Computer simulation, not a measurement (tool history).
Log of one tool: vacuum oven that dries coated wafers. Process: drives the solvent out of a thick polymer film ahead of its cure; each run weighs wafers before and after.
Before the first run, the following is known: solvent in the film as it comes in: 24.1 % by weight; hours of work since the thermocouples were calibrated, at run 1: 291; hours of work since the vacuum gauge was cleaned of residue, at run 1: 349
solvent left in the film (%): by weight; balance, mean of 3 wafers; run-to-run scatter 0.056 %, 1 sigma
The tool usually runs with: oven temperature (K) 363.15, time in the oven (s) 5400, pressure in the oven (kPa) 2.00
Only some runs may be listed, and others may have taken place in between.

| run | hour | oven temperature (K) | time in the oven (s) | pressure in the oven (kPa) | hours of work since the thermocouples were calibrated | hours of work since the vacuum gauge was cleaned of residue | solvent left in the film (%) |
|---|---|---|---|---|---|---|---|
| 1 | 0.0 | 363.15 | 5400 | 2.00 | 291 | 349 | 2.68 |
| 2 | 20.6 | 363.15 | 5400 | 2.00 | 305 | 363 | 2.65 |
| 3 | 37.9 | 363.15 | 5400 | 2.00 | 317 | 375 | 2.70 |
| 4 | 62.2 | 362.15 | 5400 | 2.00 | 333 | 392 | 2.91 |
| 5 | 80.6 | 362.15 | 5400 | 2.00 | 346 | 404 | 2.91 |
| 6 | 99.2 | 363.15 | 5160 | 2.00 | 359 | 417 | 2.75 |
| 7 | 110.6 | 363.15 | 5160 | 2.00 | 367 | 425 | 2.88 |
| 8 | 126.6 | 363.15 | 5400 | 2.00 | 378 | 436 | 2.71 |
| 9 | 138.9 | 363.15 | 5400 | 2.00 | 386 | 444 | 2.80 |
| 10 | 163.9 | 360.15 | 5400 | 2.00 | 403 | 462 | 3.30 |
| 11 | 186.4 | 360.15 | 5400 | 2.00 | 419 | 477 | 3.30 |
| 12 | 206.5 | 367.15 | 7980 | 1.00 | 432 | 491 | 1.10 |
| 13 | 232.4 | 367.15 | 7980 | 1.00 | 450 | 509 | 1.03 |
| 14 | 246.5 | 354.15 | 5400 | 2.00 | 460 | 518 | 4.76 |
| 15 | 263.7 | 363.15 | 5520 | 2.98 | 472 | 530 | 3.66 |
| 16 | 275.6 | 363.15 | 5520 | 2.98 | 480 | 538 | 3.70 |
| 17 | 286.6 | 363.15 | 8280 | 2.00 | 487 | 546 | 2.25 |
| 18 | 299.2 | 363.15 | 4620 | 2.00 | 496 | 554 | 3.14 |
| 19 | 311.9 | 363.15 | 4620 | 2.00 | 505 | 563 | 3.26 |
| 20 | 324.6 | 363.15 | 4620 | 2.00 | 514 | 572 | 3.32 |

Forecast each of these 5 alternatives for the next run:
| A | 342.1 | 376.15 | 4620 | 2.00 | 526 | 584 | ? |
| B | 342.1 | 363.15 | 4620 | 1.00 | 526 | 584 | ? |
| C | 342.1 | 358.15 | 4620 | 2.00 | 526 | 584 | ? |
| D | 342.1 | 354.15 | 4620 | 2.00 | 526 | 584 | ? |
| E | 342.1 | 369.15 | 4260 | 2.09 | 526 | 584 | ? |

| run | solvent left in the film (%) |
|---|---|
| A | 1.56 |
| B | 2.25 |
| C | 4.54 |
| D | 5.30 |
| E | 2.53 |
What these runs would have given with no unlogged condition in the tool:
| run | solvent left in the film (%) |
|---|---|
| A | 1.41 |
| B | 1.99 |
| C | 4.22 |
| D | 4.96 |
| E | 2.33 |
